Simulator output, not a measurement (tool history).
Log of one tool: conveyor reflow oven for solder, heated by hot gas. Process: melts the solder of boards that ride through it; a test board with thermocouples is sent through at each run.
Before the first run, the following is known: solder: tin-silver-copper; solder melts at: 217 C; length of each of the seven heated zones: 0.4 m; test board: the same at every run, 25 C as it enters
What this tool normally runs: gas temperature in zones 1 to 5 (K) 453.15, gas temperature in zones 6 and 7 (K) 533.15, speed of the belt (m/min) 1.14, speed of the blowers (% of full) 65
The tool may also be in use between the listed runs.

| run | hour | gas temperature in zones 1 to 5 (K) | gas temperature in zones 6 and 7 (K) | speed of the belt (m/min) | speed of the blowers (% of full) | highest temperature of the board (K) | time above the solder's melting point (s) |
|---|---|---|---|---|---|---|---|
| 1 | 0.0 | 453.15 | 533.15 | 1.14 | 65 | 510.55 | 22.8 |
| 2 | 15.3 | 453.15 | 533.15 | 1.14 | 65 | 510.35 | 22.9 |
|  | 29.0 | flux residue cleaned out of gas plates and filters |
| 3 | 47.3 | 453.15 | 533.15 | 1.14 | 65 | 513.65 | 25.7 |
| 4 | 68.6 | 453.15 | 533.15 | 1.14 | 65 | 513.55 | 25.6 |
| 5 | 91.4 | 453.15 | 533.15 | 1.14 | 65 | 513.45 | 25.7 |
| 6 | 110.1 | 453.15 | 538.15 | 1.14 | 65 | 517.05 | 27.6 |
|  | 126.8 | thermocouples of zones 6 and 7 changed |
| 7 | 132.9 | 453.15 | 533.15 | 1.14 | 65 | 510.45 | 23.7 |
| 8 | 144.4 | 453.15 | 533.15 | 1.14 | 65 | 510.55 | 23.6 |
| 9 | 156.4 | 453.15 | 533.15 | 1.14 | 65 | 510.35 | 23.6 |
| 10 | 170.5 | 453.15 | 533.15 | 1.14 | 65 | 510.65 | 23.8 |
| 11 | 197.6 | 453.15 | 533.15 | 1.14 | 65 | 510.45 | 23.5 |
| 12 | 214.2 | 453.15 | 542.15 | 1.14 | 65 | 517.15 | 27.7 |
| 13 | 237.9 | 453.15 | 542.15 | 1.14 | 65 | 517.65 | 27.6 |
| 14 | 253.2 | 453.15 | 533.15 | 1.14 | 65 | 510.55 | 23.4 |
| 15 | 279.6 | 453.15 | 533.15 | 1.14 | 65 | 510.45 | 23.4 |
| 16 | 304.5 | 446.15 | 547.15 | 1.06 | 55 | 517.65 | 27.7 |
| 17 | 321.4 | 463.15 | 526.15 | 1.06 | 55 | 506.15 | 24.2 |
| 18 | 334.5 | 457.15 | 532.15 | 1.24 | 51 | 500.45 | 12.5 |
| 19 | 347.0 | 457.15 | 532.15 | 1.24 | 51 | 500.25 | 12.5 |
| 20 | 361.9 | 441.15 | 533.15 | 0.97 | 65 | 513.05 | 27.8 |
| 21 | 381.7 | 441.15 | 533.15 | 0.97 | 65 | 512.75 | 27.9 |
| 22 | 405.9 | 448.15 | 528.15 | 1.24 | 74 | 504.65 | 16.8 |
| 23 | 430.3 | 442.15 | 543.15 | 1.16 | 74 | 517.45 | 25.3 |
| 24 | 453.7 | 442.15 | 543.15 | 1.16 | 74 | 517.45 | 25.5 |
| 25 | 468.8 | 453.15 | 545.15 | 1.14 | 59 | 516.15 | 26.2 |
| 26 | 491.4 | 453.15 | 533.15 | 0.92 | 68 | 518.05 | 36.5 |
| 27 | 517.3 | 453.15 | 533.15 | 1.14 | 61 | 508.25 | 21.3 |
| 28 | 544.6 | 453.15 | 533.15 | 1.14 | 61 | 507.75 | 21.2 |
| 29 | 557.4 | 441.15 | 547.15 | 1.15 | 88 | 525.15 | 29.4 |
| 30 | 583.4 | 441.15 | 547.15 | 1.15 | 88 | 525.05 | 29.4 |

Measured minus without-hidden-state, run by run (identical run-to-run variation in each term; gauge scatter may differ):
Hidden conditions of the tool in this case: heat that the gas passes to the board, % of a clean oven's; belt's true speed, % of the reading; true gas temperature in zones 6 and 7 over the reading, C; drift of the gauge itself on peak_c, C; drift of the gauge itself on liquid_s, %.
| run | highest temperature of the board (K) | time above the solder's melting point (s) |
|---|---|---|
| 1 | -1.00 | -1.3 |
| 2 | -1.10 | -1.4 |
| 3 | +2.20 | +1.4 |
| 4 | +2.10 | +1.4 |
| 5 | +2.00 | +1.3 |
| 6 | +2.00 | +1.1 |
| 7 | -0.80 | -0.5 |
| 8 | -0.80 | -0.5 |
| 9 | -0.90 | -0.6 |
| 10 | -0.90 | -0.6 |
| 11 | -1.00 | -0.7 |
| 12 | -1.10 | -0.5 |
| 13 | -1.10 | -0.6 |
| 14 | -1.10 | -0.8 |
| 15 | -1.10 | -0.9 |
| 16 | -1.30 | -0.7 |
| 17 | -0.90 | -0.9 |
| 18 | -1.20 | -1.2 |
| 19 | -1.20 | -1.3 |
| 20 | -1.30 | -1.0 |
| 21 | -1.40 | -1.1 |
| 22 | -1.80 | -1.6 |
| 23 | -2.10 | -1.2 |
| 24 | -2.10 | -1.2 |
| 25 | -1.80 | -1.1 |
| 26 | -1.30 | -0.9 |
| 27 | -1.70 | -1.5 |
| 28 | -1.80 | -1.6 |
| 29 | -2.70 | -1.2 |
| 30 | -2.90 | -1.2 |

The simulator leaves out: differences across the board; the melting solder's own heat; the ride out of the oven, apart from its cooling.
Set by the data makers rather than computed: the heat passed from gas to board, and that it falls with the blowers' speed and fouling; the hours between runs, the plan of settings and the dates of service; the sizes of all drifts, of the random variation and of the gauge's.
